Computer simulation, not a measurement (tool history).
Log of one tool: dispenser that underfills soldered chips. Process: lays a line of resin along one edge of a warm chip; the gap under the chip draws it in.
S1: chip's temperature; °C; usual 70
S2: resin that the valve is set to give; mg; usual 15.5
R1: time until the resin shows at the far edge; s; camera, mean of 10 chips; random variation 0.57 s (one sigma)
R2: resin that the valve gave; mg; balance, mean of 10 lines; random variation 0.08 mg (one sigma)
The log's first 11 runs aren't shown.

run,hour,S1,S2,R1,R2
# hour 104.9: new syringe of resin
12,110.4,70,16,55,15.33
# hour 112.8: new syringe of resin
# hour 120.4: new syringe of resin
13,124.6,70,16,53.8,15.21
# hour 128.7: new syringe of resin
# hour 135.8: new syringe of resin
14,138.4,70,15.5,51,14.71
# hour 142.9: new syringe of resin
15,147.3,70,15.5,55.1,14.68
# hour 150.2: new syringe of resin
# hour 157.4: new syringe of resin
16,160.3,70,15.5,52.7,14.46
# hour 165.1: new syringe of resin
17,166.9,67,17.9,56.5,16.77
# hour 172.4: new syringe of resin
# hour 176: dispensing valve cleaned and set on the balance
18,178.2,67,17.9,61,17.87
# hour 181.1: new syringe of resin
# hour 188.9: new syringe of resin
19,193.1,67,17.9,61.6,17.74
# hour 196: new syringe of resin
# hour 203.2: new syringe of resin
20,207.7,70,14.6,52.6,14.3
# hour 210.7: new syringe of resin
21,215.2,70,14.6,54.8,14.33
# hour 218.1: new syringe of resin
# hour 226.2: new syringe of resin
22,228,79,14.2,32.9,13.72
# hour 233.8: new syringe of resin
23,237,79,13.9,34.6,13.39
# hour 242: new syringe of resin
24,247.4,75,19.9,42.7,19.18
# hour 250.3: new syringe of resin
25,256.2,59,13.2,98.7,12.66
# hour 257.6: new syringe of resin
# hour 264.9: new syringe of resin
26,264.9,74,13.5,39.4,12.85
# hour 272.9: new syringe of resin
27,279.4,82,17.4,32,16.29
# hour 280.5: new syringe of resin
# hour 288.1: new syringe of resin
28,293,82,17.4,31.3,16.35
# hour 295.5: new syringe of resin
# hour 303.3: new syringe of resin
29,303.4,56,16.5,94.8,15.39
# hour 310.6: new syringe of resin
# hour 315.5: dispensing valve cleaned and set on the balance
30,316.3,85,19.4,26.3,19.24
# hour 320: new syringe of resin
31,322.9,85,19.4,25.8,19.18
# hour 327.8: new syringe of resin
32,331.9,68,16.7,56.5,16.52

Forecast each of these 3 alternatives for the next run:
# hour 335.2: new syringe of resin
A,339.8,71,15.5,?,?
# hour 335.2: new syringe of resin
B,339.8,82,15.5,?,?
# hour 335.2: new syringe of resin
C,339.8,60,17.5,?,?

run,R1,R2
A,50.2,15.24
B,31,15.33
C,85.2,17.13
Without the tool's hidden state the same runs would have given:
run,R1,R2
A,45.3,15.44
B,27.9,15.53
C,77.2,17.36
